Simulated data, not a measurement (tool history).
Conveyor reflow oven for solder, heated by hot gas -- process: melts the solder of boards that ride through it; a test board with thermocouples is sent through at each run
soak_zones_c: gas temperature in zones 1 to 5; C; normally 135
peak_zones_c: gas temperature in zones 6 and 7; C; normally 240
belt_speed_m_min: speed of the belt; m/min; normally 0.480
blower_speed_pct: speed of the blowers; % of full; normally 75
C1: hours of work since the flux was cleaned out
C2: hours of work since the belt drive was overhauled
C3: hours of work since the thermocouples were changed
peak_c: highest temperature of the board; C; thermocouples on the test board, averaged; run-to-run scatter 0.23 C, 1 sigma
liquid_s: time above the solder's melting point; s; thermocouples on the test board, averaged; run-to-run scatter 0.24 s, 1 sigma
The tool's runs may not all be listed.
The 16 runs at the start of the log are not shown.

{"run": 17, "hour": 704.3, "soak_zones_c": 140, "peak_zones_c": 240, "belt_speed_m_min": 0.48, "blower_speed_pct": 75, "C1": 135, "C2": 654, "C3": 145, "peak_c": 224.3, "liquid_s": 83.5}
{"run": 18, "hour": 736.9, "soak_zones_c": 140, "peak_zones_c": 240, "belt_speed_m_min": 0.48, "blower_speed_pct": 75, "C1": 153, "C2": 672, "C3": 163, "peak_c": 224.1, "liquid_s": 83.6}
{"run": 19, "hour": 786.5, "soak_zones_c": 130, "peak_zones_c": 244, "belt_speed_m_min": 0.48, "blower_speed_pct": 75, "C1": 180, "C2": 699, "C3": 190, "peak_c": 225.4, "liquid_s": 80.6}
{"run": 20, "hour": 849.4, "soak_zones_c": 130, "peak_zones_c": 244, "belt_speed_m_min": 0.48, "blower_speed_pct": 75, "C1": 214, "C2": 733, "C3": 225, "peak_c": 225.4, "liquid_s": 80.2}
{"run": 21, "hour": 908.9, "soak_zones_c": 128, "peak_zones_c": 244, "belt_speed_m_min": 0.474, "blower_speed_pct": 77, "C1": 247, "C2": 766, "C3": 257, "peak_c": 225.9, "liquid_s": 81.2}
{"run": 22, "hour": 952.6, "soak_zones_c": 126, "peak_zones_c": 242, "belt_speed_m_min": 0.48, "blower_speed_pct": 75, "C1": 271, "C2": 790, "C3": 281, "peak_c": 222.1, "liquid_s": 76.0}
{"run": 23, "hour": 1008.4, "soak_zones_c": 126, "peak_zones_c": 242, "belt_speed_m_min": 0.48, "blower_speed_pct": 75, "C1": 301, "C2": 820, "C3": 312, "peak_c": 222.4, "liquid_s": 75.8}
{"run": 24, "hour": 1053.1, "soak_zones_c": 135, "peak_zones_c": 240, "belt_speed_m_min": 0.553, "blower_speed_pct": 75, "C1": 326, "C2": 844, "C3": 336, "peak_c": 216.2, "liquid_s": 62.9}
{"run": 25, "hour": 1089.1, "soak_zones_c": 135, "peak_zones_c": 240, "belt_speed_m_min": 0.52, "blower_speed_pct": 75, "C1": 345, "C2": 864, "C3": 356, "peak_c": 218.9, "liquid_s": 69.8}
{"run": 26, "hour": 1143.3, "soak_zones_c": 130, "peak_zones_c": 254, "belt_speed_m_min": 0.48, "blower_speed_pct": 66, "C1": 375, "C2": 894, "C3": 385, "peak_c": 230.3, "liquid_s": 84.0}
{"run": 27, "hour": 1204.9, "soak_zones_c": 130, "peak_zones_c": 254, "belt_speed_m_min": 0.48, "blower_speed_pct": 66, "C1": 409, "C2": 927, "C3": 419, "peak_c": 229.8, "liquid_s": 84.1}
{"run": 28, "hour": 1236.9, "soak_zones_c": 139, "peak_zones_c": 240, "belt_speed_m_min": 0.48, "blower_speed_pct": 75, "C1": 426, "C2": 945, "C3": 437, "peak_c": 221.8, "liquid_s": 80.7}
{"hour": 1288.3, "done": "flux residue cleaned out of gas plates and filters"}
{"run": 29, "hour": 1291.3, "soak_zones_c": 127, "peak_zones_c": 248, "belt_speed_m_min": 0.48, "blower_speed_pct": 75, "C1": 2, "C2": 972, "C3": 464, "peak_c": 230.0, "liquid_s": 83.2}
{"run": 30, "hour": 1322.4, "soak_zones_c": 138, "peak_zones_c": 248, "belt_speed_m_min": 0.533, "blower_speed_pct": 82, "C1": 19, "C2": 989, "C3": 481, "peak_c": 229.9, "liquid_s": 78.7}
{"run": 31, "hour": 1363.2, "soak_zones_c": 138, "peak_zones_c": 248, "belt_speed_m_min": 0.533, "blower_speed_pct": 82, "C1": 41, "C2": 1011, "C3": 503, "peak_c": 230.2, "liquid_s": 78.0}

Alternative continuations, all from the tool just after run 31; predict every row:
{"run": "A", "hour": 1418.7, "soak_zones_c": 138, "peak_zones_c": 248, "belt_speed_m_min": 0.507, "blower_speed_pct": 82, "C1": 71, "C2": 1042, "C3": 533, "peak_c": "?", "liquid_s": "?"}
{"run": "B", "hour": 1418.7, "soak_zones_c": 133, "peak_zones_c": 248, "belt_speed_m_min": 0.505, "blower_speed_pct": 57, "C1": 71, "C2": 1042, "C3": 533, "peak_c": "?", "liquid_s": "?"}
{"run": "C", "hour": 1418.7, "soak_zones_c": 122, "peak_zones_c": 248, "belt_speed_m_min": 0.556, "blower_speed_pct": 53, "C1": 71, "C2": 1042, "C3": 533, "peak_c": "?", "liquid_s": "?"}

run=A peak_c=231.4 liquid_s=83.6
run=B peak_c=221.9 liquid_s=73.8
run=C peak_c=212.6 liquid_s=53.4
Had the tool no hidden state, the same runs would have come out as:
run=A peak_c=232.5 liquid_s=82.9
run=B peak_c=222.8 liquid_s=73.3
run=C peak_c=213.2 liquid_s=53.2
